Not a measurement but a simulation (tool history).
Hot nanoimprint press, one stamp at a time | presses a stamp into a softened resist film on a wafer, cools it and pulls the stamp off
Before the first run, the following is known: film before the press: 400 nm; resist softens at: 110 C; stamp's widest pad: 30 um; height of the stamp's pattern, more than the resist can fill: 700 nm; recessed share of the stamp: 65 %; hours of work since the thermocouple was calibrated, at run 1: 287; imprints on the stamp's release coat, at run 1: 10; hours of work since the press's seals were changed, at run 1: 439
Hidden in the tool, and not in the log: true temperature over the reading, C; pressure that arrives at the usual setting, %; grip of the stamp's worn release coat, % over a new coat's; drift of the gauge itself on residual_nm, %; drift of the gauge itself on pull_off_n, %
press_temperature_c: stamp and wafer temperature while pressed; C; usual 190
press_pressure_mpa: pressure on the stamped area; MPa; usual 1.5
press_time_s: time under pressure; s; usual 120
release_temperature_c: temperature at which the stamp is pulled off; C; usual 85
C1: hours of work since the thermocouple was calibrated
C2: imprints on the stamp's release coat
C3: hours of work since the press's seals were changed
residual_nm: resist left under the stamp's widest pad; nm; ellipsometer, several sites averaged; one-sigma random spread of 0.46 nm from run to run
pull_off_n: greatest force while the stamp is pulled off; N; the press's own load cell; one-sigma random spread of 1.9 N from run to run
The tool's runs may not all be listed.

{"run": 1, "hour": 0.0, "press_temperature_c": 190, "press_pressure_mpa": 1.5, "press_time_s": 120, "release_temperature_c": 85, "C1": 287, "C2": 10, "C3": 439, "residual_nm": 147.7, "pull_off_n": 189}
{"run": 2, "hour": 65.8, "press_temperature_c": 190, "press_pressure_mpa": 1.5, "press_time_s": 120, "release_temperature_c": 85, "C1": 329, "C2": 317, "C3": 481, "residual_nm": 146.5, "pull_off_n": 198}
{"hour": 82.5, "done": "plate thermocouple calibrated"}
{"hour": 127.3, "done": "stamp cleaned and given a new release coat"}
{"run": 3, "hour": 149.6, "press_temperature_c": 190, "press_pressure_mpa": 1.5, "press_time_s": 120, "release_temperature_c": 85, "C1": 39, "C2": 104, "C3": 529, "residual_nm": 147.7, "pull_off_n": 194}
{"run": 4, "hour": 222.8, "press_temperature_c": 190, "press_pressure_mpa": 1.5, "press_time_s": 120, "release_temperature_c": 74, "C1": 87, "C2": 446, "C3": 577, "residual_nm": 147.6, "pull_off_n": 256}
{"hour": 252.3, "done": "stamp cleaned and given a new release coat"}
{"run": 5, "hour": 284.3, "press_temperature_c": 190, "press_pressure_mpa": 1.5, "press_time_s": 120, "release_temperature_c": 74, "C1": 122, "C2": 149, "C3": 612, "residual_nm": 147.3, "pull_off_n": 245}
{"hour": 333.4, "done": "press's hydraulic seals changed and the load cell set to zero"}
{"run": 6, "hour": 356.0, "press_temperature_c": 190, "press_pressure_mpa": 1.5, "press_time_s": 120, "release_temperature_c": 85, "C1": 163, "C2": 447, "C3": 15, "residual_nm": 146.7, "pull_off_n": 196}
{"hour": 386.5, "done": "stamp cleaned and given a new release coat"}
{"run": 7, "hour": 396.3, "press_temperature_c": 190, "press_pressure_mpa": 1.5, "press_time_s": 120, "release_temperature_c": 85, "C1": 186, "C2": 46, "C3": 37, "residual_nm": 145.9, "pull_off_n": 190}
{"run": 8, "hour": 437.9, "press_temperature_c": 190, "press_pressure_mpa": 1.5, "press_time_s": 120, "release_temperature_c": 81, "C1": 212, "C2": 240, "C3": 64, "residual_nm": 146.5, "pull_off_n": 213}
{"run": 9, "hour": 489.7, "press_temperature_c": 190, "press_pressure_mpa": 1.5, "press_time_s": 86, "release_temperature_c": 81, "C1": 246, "C2": 482, "C3": 97, "residual_nm": 166.1, "pull_off_n": 219}
{"hour": 517.4, "done": "stamp cleaned and given a new release coat"}
{"run": 10, "hour": 553.7, "press_temperature_c": 190, "press_pressure_mpa": 1.5, "press_time_s": 86, "release_temperature_c": 81, "C1": 283, "C2": 169, "C3": 134, "residual_nm": 165.9, "pull_off_n": 213}
{"run": 11, "hour": 611.8, "press_temperature_c": 190, "press_pressure_mpa": 1.5, "press_time_s": 86, "release_temperature_c": 81, "C1": 321, "C2": 441, "C3": 172, "residual_nm": 166.3, "pull_off_n": 217}
{"hour": 641.2, "done": "plate thermocouple calibrated"}
{"hour": 647.2, "done": "stamp cleaned and given a new release coat"}
{"run": 12, "hour": 656.2, "press_temperature_c": 190, "press_pressure_mpa": 1.5, "press_time_s": 86, "release_temperature_c": 81, "C1": 6, "C2": 42, "C3": 195, "residual_nm": 171, "pull_off_n": 216}
{"run": 13, "hour": 711.3, "press_temperature_c": 190, "press_pressure_mpa": 1.5, "press_time_s": 120, "release_temperature_c": 85, "C1": 41, "C2": 300, "C3": 230, "residual_nm": 148.2, "pull_off_n": 204}
{"hour": 776.0, "done": "stamp cleaned and given a new release coat"}
{"run": 14, "hour": 776.0, "press_temperature_c": 190, "press_pressure_mpa": 1.5, "press_time_s": 120, "release_temperature_c": 85, "C1": 79, "C2": 0, "C3": 268, "residual_nm": 149.4, "pull_off_n": 194}
{"run": 15, "hour": 848.8, "press_temperature_c": 196, "press_pressure_mpa": 1.52, "press_time_s": 81, "release_temperature_c": 75, "C1": 126, "C2": 340, "C3": 315, "residual_nm": 146.7, "pull_off_n": 252}
{"run": 16, "hour": 883.2, "press_temperature_c": 183, "press_pressure_mpa": 2.23, "press_time_s": 120, "release_temperature_c": 85, "C1": 148, "C2": 500, "C3": 337, "residual_nm": 153, "pull_off_n": 199}
{"hour": 900.5, "done": "stamp cleaned and given a new release coat"}
{"run": 17, "hour": 953.9, "press_temperature_c": 196, "press_pressure_mpa": 2.23, "press_time_s": 120, "release_temperature_c": 81, "C1": 190, "C2": 249, "C3": 379, "residual_nm": 103.1, "pull_off_n": 218}
{"run": 18, "hour": 996.3, "press_temperature_c": 196, "press_pressure_mpa": 2.23, "press_time_s": 120, "release_temperature_c": 81, "C1": 217, "C2": 447, "C3": 406, "residual_nm": 103, "pull_off_n": 222}
{"hour": 1025.2, "done": "stamp cleaned and given a new release coat"}
{"run": 19, "hour": 1049.7, "press_temperature_c": 197, "press_pressure_mpa": 1.51, "press_time_s": 128, "release_temperature_c": 78, "C1": 248, "C2": 115, "C3": 437, "residual_nm": 117.8, "pull_off_n": 227}
{"run": 20, "hour": 1121.3, "press_temperature_c": 197, "press_pressure_mpa": 1.51, "press_time_s": 128, "release_temperature_c": 78, "C1": 294, "C2": 449, "C3": 483, "residual_nm": 116.9, "pull_off_n": 233}
{"hour": 1151.9, "done": "stamp cleaned and given a new release coat"}
{"run": 21, "hour": 1179.1, "press_temperature_c": 197, "press_pressure_mpa": 1.51, "press_time_s": 128, "release_temperature_c": 78, "C1": 328, "C2": 127, "C3": 516, "residual_nm": 116.9, "pull_off_n": 226}
{"hour": 1197.5, "done": "plate thermocouple calibrated"}
{"run": 22, "hour": 1251.4, "press_temperature_c": 197, "press_pressure_mpa": 1.29, "press_time_s": 103, "release_temperature_c": 74, "C1": 35, "C2": 451, "C3": 561, "residual_nm": 140.9, "pull_off_n": 258}
{"hour": 1282.1, "done": "stamp cleaned and given a new release coat"}
{"run": 23, "hour": 1298.0, "press_temperature_c": 182, "press_pressure_mpa": 1.5, "press_time_s": 102, "release_temperature_c": 90, "C1": 61, "C2": 74, "C3": 587, "residual_nm": 199.9, "pull_off_n": 169}
{"run": 24, "hour": 1332.2, "press_temperature_c": 182, "press_pressure_mpa": 1.5, "press_time_s": 102, "release_temperature_c": 90, "C1": 83, "C2": 234, "C3": 609, "residual_nm": 199.5, "pull_off_n": 168}
{"hour": 1382.2, "done": "press's hydraulic seals changed and the load cell set to zero"}
{"run": 25, "hour": 1392.2, "press_temperature_c": 199, "press_pressure_mpa": 1.5, "press_time_s": 124, "release_temperature_c": 85, "C1": 117, "C2": 477, "C3": 6, "residual_nm": 112.3, "pull_off_n": 203}
{"hour": 1416.5, "done": "stamp cleaned and given a new release coat"}
{"run": 26, "hour": 1444.3, "press_temperature_c": 199, "press_pressure_mpa": 1.08, "press_time_s": 229, "release_temperature_c": 85, "C1": 146, "C2": 130, "C3": 36, "residual_nm": 101.2, "pull_off_n": 191}
{"run": 27, "hour": 1479.6, "press_temperature_c": 187, "press_pressure_mpa": 1.5, "press_time_s": 120, "release_temperature_c": 76, "C1": 169, "C2": 294, "C3": 59, "residual_nm": 159.8, "pull_off_n": 247}
{"run": 28, "hour": 1528.5, "press_temperature_c": 180, "press_pressure_mpa": 1.5, "press_time_s": 120, "release_temperature_c": 85, "C1": 201, "C2": 523, "C3": 90, "residual_nm": 197.1, "pull_off_n": 200}

Consider 4 possible next runs. They are alternatives, not a sequence: every one starts from the tool as it was left by run 28. What does each give?
{"hour": 1544.4, "done": "stamp cleaned and given a new release coat"}
{"run": "A", "hour": 1601.2, "press_temperature_c": 199, "press_pressure_mpa": 1.17, "press_time_s": 156, "release_temperature_c": 85, "C1": 244, "C2": 265, "C3": 133, "residual_nm": "?", "pull_off_n": "?"}
{"hour": 1544.4, "done": "stamp cleaned and given a new release coat"}
{"run": "B", "hour": 1601.2, "press_temperature_c": 190, "press_pressure_mpa": 2.05, "press_time_s": 76, "release_temperature_c": 73, "C1": 244, "C2": 265, "C3": 133, "residual_nm": "?", "pull_off_n": "?"}
{"hour": 1544.4, "done": "stamp cleaned and given a new release coat"}
{"run": "C", "hour": 1601.2, "press_temperature_c": 190, "press_pressure_mpa": 1.5, "press_time_s": 120, "release_temperature_c": 78, "C1": 244, "C2": 265, "C3": 133, "residual_nm": "?", "pull_off_n": "?"}
{"hour": 1544.4, "done": "stamp cleaned and given a new release coat"}
{"run": "D", "hour": 1601.2, "press_temperature_c": 190, "press_pressure_mpa": 1.49, "press_time_s": 120, "release_temperature_c": 76, "C1": 244, "C2": 265, "C3": 133, "residual_nm": "?", "pull_off_n": "?"}

run=A residual_nm=114.6 pull_off_n=194
run=B residual_nm=151.6 pull_off_n=258
run=C residual_nm=145.7 pull_off_n=231
run=D residual_nm=146.5 pull_off_n=238
Without the tool's unlogged condition, the same runs would have read:
run=A residual_nm=116.1 pull_off_n=192
run=B residual_nm=153.7 pull_off_n=255
run=C residual_nm=147.8 pull_off_n=229
run=D residual_nm=148.7 pull_off_n=236
